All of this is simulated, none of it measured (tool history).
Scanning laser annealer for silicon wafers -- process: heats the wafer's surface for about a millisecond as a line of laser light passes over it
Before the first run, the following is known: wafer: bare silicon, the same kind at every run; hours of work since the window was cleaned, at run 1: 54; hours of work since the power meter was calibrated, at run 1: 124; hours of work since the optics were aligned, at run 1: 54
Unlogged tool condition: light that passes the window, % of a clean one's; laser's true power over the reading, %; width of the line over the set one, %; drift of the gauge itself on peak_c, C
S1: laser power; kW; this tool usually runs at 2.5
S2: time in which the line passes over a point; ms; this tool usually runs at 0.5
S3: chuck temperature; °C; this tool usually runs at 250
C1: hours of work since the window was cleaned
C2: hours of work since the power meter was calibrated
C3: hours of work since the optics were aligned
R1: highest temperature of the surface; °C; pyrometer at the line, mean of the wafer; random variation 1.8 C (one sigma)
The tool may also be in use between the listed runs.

| run | hour | S1 | S2 | S3 | C1 | C2 | C3 | R1 |
|---|---|---|---|---|---|---|---|---|
| 1 | 0 | 2.5 | 0.5 | 250 | 54 | 124 | 54 | 1056 |
| 2 | 22.8 | 2.5 | 0.5 | 250 | 67 | 137 | 67 | 1059 |
| 3 | 51.4 | 2.5 | 0.5 | 250 | 83 | 153 | 83 | 1056 |
| 4 | 89.4 | 2.5 | 0.5 | 250 | 104 | 174 | 104 | 1054 |
| 5 | 117 | 2.5 | 0.5 | 250 | 119 | 189 | 119 | 1053 |
| 6 | 143.9 | 2.5 | 0.5 | 250 | 134 | 204 | 134 | 1053 |
| 7 | 172.3 | 2.5 | 0.5 | 250 | 150 | 220 | 150 | 1051 |
| 8 | 194.4 | 2.5 | 0.5 | 227 | 163 | 232 | 163 | 1029 |
| 9 | 227.6 | 2.5 | 0.5 | 227 | 181 | 251 | 181 | 1033 |
| 10 | 245.6 | 2.5 | 0.5 | 227 | 191 | 261 | 191 | 1029 |
| 11 | 277.9 | 2.242 | 0.5 | 250 | 209 | 279 | 209 | 964 |
| 12 | 308.7 | 2.5 | 0.5 | 250 | 226 | 296 | 226 | 1046 |
| 13 | 345.6 | 2.5 | 0.5 | 250 | 247 | 317 | 247 | 1044 |
| 14 | 363.4 | 2.5 | 0.5 | 250 | 257 | 327 | 257 | 1043 |
| 15 | 387.4 | 2.5 | 0.5 | 250 | 270 | 340 | 270 | 1045 |
| 16 | 416.8 | 2.5 | 0.5 | 250 | 287 | 357 | 287 | 1042 |
| 17 | 440 | 2.5 | 0.5 | 250 | 300 | 370 | 300 | 1042 |
| 18 | 465.3 | 2.5 | 0.5 | 250 | 314 | 384 | 314 | 1042 |
| 19 | 497.1 | 2.5 | 0.431 | 250 | 332 | 401 | 332 | 976 |
| 20 | 516.4 | 2.5 | 0.431 | 250 | 342 | 412 | 342 | 972 |
| 21 | 556.2 | 2.5 | 0.431 | 250 | 365 | 435 | 365 | 976 |
| 22 | 575.1 | 2.5 | 0.431 | 250 | 375 | 445 | 375 | 979 |
| 23 | 596.9 | 2.5 | 0.453 | 213 | 387 | 457 | 387 | 959 |
| 24 | 628.6 | 2.5 | 0.453 | 213 | 405 | 475 | 405 | 953 |
| 25 | 661.9 | 2.5 | 0.453 | 213 | 424 | 494 | 424 | 954 |
| 26 | 699.7 | 2.5 | 0.453 | 213 | 445 | 515 | 445 | 956 |
| 27 | 722.3 | 2.5 | 0.421 | 269 | 457 | 527 | 457 | 981 |
| 28 | 752.2 | 2.128 | 0.395 | 230 | 474 | 544 | 474 | 812 |
| 29 | 780.1 | 2.604 | 0.527 | 250 | 490 | 560 | 490 | 1087 |
| 30 | 817.9 | 2.731 | 0.433 | 250 | 511 | 581 | 511 | 1039 |
| 31 | 851.2 | 2.258 | 0.501 | 231 | 529 | 599 | 529 | 935 |
| 32 | 877.6 | 2.596 | 0.522 | 250 | 544 | 614 | 544 | 1075 |
| 33 | 914.4 | 2.492 | 0.39 | 250 | 565 | 635 | 565 | 923 |
| 34 | 939.7 | 2.568 | 0.401 | 257 | 579 | 649 | 579 | 965 |
| 35 | 959.2 | 2.568 | 0.401 | 257 | 590 | 660 | 590 | 963 |
| 36 | 992.8 | 2.66 | 0.456 | 263 | 609 | 678 | 609 | 1044 |
| 37 | 1012.3 | 2.691 | 0.457 | 263 | 619 | 689 | 619 | 1055 |
| 38 | 1032.2 | 2.691 | 0.457 | 263 | 631 | 700 | 631 | 1054 |
| 39 | 1063 | 2.691 | 0.457 | 263 | 648 | 718 | 648 | 1058 |
| 40 | 1095.6 | 2.5 | 0.389 | 252 | 666 | 736 | 666 | 919 |
| 41 | 1119.8 | 2.5 | 0.389 | 287 | 679 | 749 | 679 | 956 |

4 ways to go on from here, each from the tool as it stands after run 41. What would each give?
| A | 1159.9 | 2.5 | 0.583 | 287 | 702 | 772 | 702 | ? |
| B | 1159.9 | 2.613 | 0.408 | 250 | 702 | 772 | 702 | ? |
| C | 1159.9 | 2.387 | 0.5 | 284 | 702 | 772 | 702 | ? |
| D | 1159.9 | 2.5 | 0.389 | 269 | 702 | 772 | 702 | ? |

| run | R1 |
|---|---|
| A | 1126 |
| B | 967 |
| C | 1018 |
| D | 935 |
Take away the tool's hidden state, keep each run's random variation, and the runs would have read:
| run | R1 |
|---|---|
| A | 1176 |
| B | 1009 |
| C | 1061 |
| D | 974 |
